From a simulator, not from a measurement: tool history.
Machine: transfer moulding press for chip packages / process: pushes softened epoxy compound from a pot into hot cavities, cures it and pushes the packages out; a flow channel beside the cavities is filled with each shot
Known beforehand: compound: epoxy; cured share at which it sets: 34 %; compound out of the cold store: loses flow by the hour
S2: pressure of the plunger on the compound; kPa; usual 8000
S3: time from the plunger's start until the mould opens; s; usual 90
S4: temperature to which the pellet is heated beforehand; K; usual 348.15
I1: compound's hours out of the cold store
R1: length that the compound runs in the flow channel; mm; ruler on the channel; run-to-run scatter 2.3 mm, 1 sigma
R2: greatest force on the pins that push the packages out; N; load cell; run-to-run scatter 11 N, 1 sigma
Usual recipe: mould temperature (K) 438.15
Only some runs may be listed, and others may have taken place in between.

{"run": 1, "hour": 0.0, "mould temperature (K)": 438.15, "S2": 8000, "S3": 90, "S4": 348.15, "I1": 41.5, "R1": 428, "R2": 885}
{"run": 2, "hour": 18.6, "mould temperature (K)": 438.15, "S2": 7960, "S3": 90, "S4": 348.15, "I1": 16.5, "R1": 503, "R2": 1009}
{"run": 3, "hour": 32.6, "mould temperature (K)": 438.15, "S2": 7960, "S3": 90, "S4": 348.15, "I1": 15.0, "R1": 507, "R2": 1023}
{"run": 4, "hour": 46.6, "mould temperature (K)": 438.15, "S2": 7960, "S3": 90, "S4": 348.15, "I1": 12.1, "R1": 516, "R2": 1090}
{"hour": 61.4, "done": "cavities cleaned with cleaning compound and waxed"}
{"run": 5, "hour": 65.5, "mould temperature (K)": 438.15, "S2": 7960, "S3": 90, "S4": 348.15, "I1": 25.5, "R1": 470, "R2": 549}
{"run": 6, "hour": 82.5, "mould temperature (K)": 438.15, "S2": 7960, "S3": 90, "S4": 348.15, "I1": 26.1, "R1": 468, "R2": 723}
{"run": 7, "hour": 94.0, "mould temperature (K)": 438.15, "S2": 7960, "S3": 90, "S4": 348.15, "I1": 25.7, "R1": 466, "R2": 797}
{"run": 8, "hour": 107.8, "mould temperature (K)": 437.15, "S2": 7960, "S3": 90, "S4": 348.15, "I1": 18.9, "R1": 493, "R2": 968}
{"hour": 117.6, "done": "plunger's sealing rings changed"}
{"run": 9, "hour": 133.1, "mould temperature (K)": 438.15, "S2": 8000, "S3": 90, "S4": 348.15, "I1": 29.3, "R1": 492, "R2": 948}
{"run": 10, "hour": 155.5, "mould temperature (K)": 438.15, "S2": 8000, "S3": 90, "S4": 348.15, "I1": 19.0, "R1": 530, "R2": 1042}
{"run": 11, "hour": 172.9, "mould temperature (K)": 430.15, "S2": 8000, "S3": 90, "S4": 348.15, "I1": 19.7, "R1": 535, "R2": 1739}
{"hour": 187.0, "done": "cavities cleaned with cleaning compound and waxed"}
{"run": 12, "hour": 189.3, "mould temperature (K)": 430.15, "S2": 8000, "S3": 90, "S4": 348.15, "I1": 9.6, "R1": 570, "R2": 940}
{"hour": 192.5, "done": "mould's thermocouples calibrated"}
{"run": 13, "hour": 214.3, "mould temperature (K)": 430.15, "S2": 8000, "S3": 87, "S4": 348.15, "I1": 41.6, "R1": 453, "R2": 1207}
{"run": 14, "hour": 232.2, "mould temperature (K)": 430.15, "S2": 8000, "S3": 87, "S4": 348.15, "I1": 21.5, "R1": 518, "R2": 1574}
{"hour": 250.7, "done": "mould's thermocouples calibrated, once more"}
{"run": 15, "hour": 258.1, "mould temperature (K)": 438.15, "S2": 8000, "S3": 90, "S4": 344.15, "I1": 31.6, "R1": 477, "R2": 956}
{"run": 16, "hour": 270.0, "mould temperature (K)": 442.15, "S2": 8000, "S3": 90, "S4": 348.15, "I1": 10.6, "R1": 547, "R2": 887}

Run 17 has not been measured yet. What should we expect?
{"run": 17, "hour": 280.9, "mould temperature (K)": 438.15, "S2": 8210, "S3": 90, "S4": 348.15, "I1": 32.3, "R1": "?", "R2": "?"}

R1: 481 mm
R2: 1010 N
Had the tool carried no hidden state, the very same run would have given R1 492 mm, R2 490 N.
